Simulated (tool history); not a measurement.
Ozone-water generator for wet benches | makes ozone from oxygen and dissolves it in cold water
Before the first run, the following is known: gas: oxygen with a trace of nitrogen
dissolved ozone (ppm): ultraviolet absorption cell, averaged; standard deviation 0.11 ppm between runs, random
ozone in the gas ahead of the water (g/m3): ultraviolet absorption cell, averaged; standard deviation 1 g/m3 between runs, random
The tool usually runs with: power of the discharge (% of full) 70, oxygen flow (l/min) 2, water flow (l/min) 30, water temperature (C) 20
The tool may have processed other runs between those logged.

run    hour  power of the discharge (% of full)  oxygen flow (l/min)  water flow (l/min)  water temperature (C)  dissolved ozone (ppm)  ozone in the gas ahead of the water (g/m3)
  1       0                                  70                    2                  30                     20                    7.4                                       170.7
  2   116.8                                  70                    2                  30                     20                    7.6                                       169.5
  3   211.2                                  70                    2                  30                     20                    7.3                                       170.6
  4   389.9                                  70                    2                  30                     20                    7.2                                       168.7
  5   468.1                                  70                    2                  30                     20                    7.4                                       168.2
  6   587.4                                  70                    2                  30                     15                    7.6                                       168.1
  7   720.2                                  70                    2                  30                     20                    7.1                                       167.4
  8   816.1                                  70                    2                  30                     15                    7.6                                       168.9
  9   942.7                                  70                 2.11                  30                     20                    7.3                                       163.2
 10  1084.5                                  70                 2.11                  30                     20                    7.3                                       163.6
 11  1218.5                                  76                    2                  30                     20                    7.7                                       176.3
 12  1313.4                                  70                    2                  40                     20                    5.2                                       167.4
 13  1433.5                                  70                    2                  30                     20                    7.1                                       167.4
 14  1600.9                                  91                    2                  30                     20                    8.4                                       201.4
     1615.6  -- contactor cleaned
 15  1711.5                                  91                    2                  30                     20                    8.3                                       199.3
 16  1837.2                                  91                    2                  30                     20                    8.5                                       198.5
 17  1990.3                                  70                    2                  30                     20                      7                                       165.8
     2155.4  -- contactor cleaned, once more
 18  2155.4                                  95                 2.54                  24                     17                     12                                       177.7
 19  2268.7                                  41                 3.22                  21                     17                      8                                        87.6
 20    2411                                  41                 1.31                  41                     15                    3.1                                       145.1
 21  2484.8                                  50                 1.51                  29                     15                    5.6                                       153.4
 22  2562.2                                  50                 1.51                  29                     15                    5.5                                       153.2
 23  2708.7                                  84                 1.26                  29                     15                    7.3                                       237.3
 24  2855.4                                  70                    2                  42                     20                    4.7                                         162
       2897  -- water thermometer calibrated
 25  2984.7                                  70                    2                  42                     20                    4.8                                       163.4
 26  3116.4                                  85                    2                  20                     20                     12                                       185.6
 27  3243.4                                  85                    2                  20                     20                   11.9                                       184.7
 28  3341.7                                  85                 1.21                  28                     20                    7.6                                       243.3
 29  3450.5                                  82                 1.93                  36                     12                    6.5                                       184.6
 30  3531.5                                  72                    2                  30                     15                    7.4                                       166.2
 31  3641.3                                  72                    2                  30                     15                    7.2                                       165.1
 32  3821.8                                  72                    2                  30                     15                    7.4                                       164.2
 33  3913.9                                  72                    2                  30                     15                    7.2                                       163.6

Branching from run 33: 4 alternative next runs. What would each branch give?
  A  4080.2                                  72                 1.07                  21                     16                      ?                                           ?
  B  4080.2                                  58                 3.15                  30                     15                      ?                                           ?
  C  4080.2                                  70                    2                  30                     13                      ?                                           ?
  D  4080.2                                  72                    2                  19                     15                      ?                                           ?

run  dissolved ozone (ppm)  ozone in the gas ahead of the water (g/m3)
  A                    8.8                                       234.2
  B                    7.1                                       110.9
  C                    7.2                                       161.9
  D                   11.5                                       163.4
Without the tool's hidden state the same runs would have given:
run  dissolved ozone (ppm)  ozone in the gas ahead of the water (g/m3)
  A                   10.1                                       267.5
  B                    8.1                                       124.2
  C                    8.3                                       184.5
  D                   13.3                                       186.7
